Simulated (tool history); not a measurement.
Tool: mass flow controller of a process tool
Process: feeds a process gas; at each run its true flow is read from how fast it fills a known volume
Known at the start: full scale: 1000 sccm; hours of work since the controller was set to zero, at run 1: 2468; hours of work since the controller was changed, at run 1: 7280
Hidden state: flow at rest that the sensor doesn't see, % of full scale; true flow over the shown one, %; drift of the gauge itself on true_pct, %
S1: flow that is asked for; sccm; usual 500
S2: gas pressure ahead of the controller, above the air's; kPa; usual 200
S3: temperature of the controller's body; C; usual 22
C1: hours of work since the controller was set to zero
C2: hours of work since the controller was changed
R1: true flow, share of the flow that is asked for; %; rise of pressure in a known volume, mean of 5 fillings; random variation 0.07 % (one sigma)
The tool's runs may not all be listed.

run,hour,S1,S2,S3,C1,C2,R1
1,0,500,200,22,2468,7280,95.12
2,385.1,500,200,22,2654,7467,95.02
3,735.2,500,200,22,2823,7636,94.94
4,1012.7,500,200,22,2957,7770,94.65
5,1347.2,500,200,21,3119,7932,94.6
6,1685.5,124,200,22,3283,8095,87.37
7,2041.3,181,200,22,3455,8267,89.85
8,2198.3,181,196,22,3531,8343,89.56
9,2494.9,181,196,22,3674,8486,89.28
10,2823.6,500,200,22,3833,8645,93.99
11,2995.9,500,200,22,3916,8729,93.97
12,3243.3,702,200,22,4036,8848,95.18
13,3541.8,702,200,22,4180,8992,95.01
14,3893.4,579,200,22,4350,9162,94.22
15,4156.7,500,200,30,4477,9290,93.87
16,4435,500,200,30,4612,9424,93.8
17,4605.8,171,200,22,4694,9507,86.77
18,4767.7,500,200,22,4773,9585,93.26
# hour 4796.9: controller's zero set anew
19,5064.9,500,200,22,130,9728,96.03
20,5390.4,532,257,30,287,9886,96.06
21,5656.9,500,143,24,416,10015,96.2
22,5864.7,500,143,24,516,10115,95.97
23,6188.7,500,229,33,673,10272,95.96
24,6420.6,111,161,21,785,10384,92.54
25,6601.1,703,278,21,872,10471,95.46
26,6899.3,651,182,25,1016,10615,96.04
27,7109.8,651,182,25,1118,10717,96.05
28,7485.1,501,200,20,1299,10898,94.87
29,7764.3,501,223,20,1434,11033,94.6
30,8123,403,223,31,1608,11207,94.51
31,8382.3,500,206,27,1733,11332,94.79
32,8739.9,705,230,22,1906,11505,95.08
33,8903.8,126,200,24,1985,11584,89.58
34,9155.3,126,200,24,2107,11706,89.26
35,9475.1,509,200,24,2261,11860,94.32

Forecast each of these 3 alternatives for the next run:
A,9767.3,195,200,32,2403,12001,?
B,9767.3,500,153,22,2403,12001,?
C,9767.3,509,200,34,2403,12001,?

run,R1
A,91.27
B,94.26
C,94.88
Without the tool's hidden state the same runs would have given:
run,R1
A,98.11
B,98.71
C,99.31
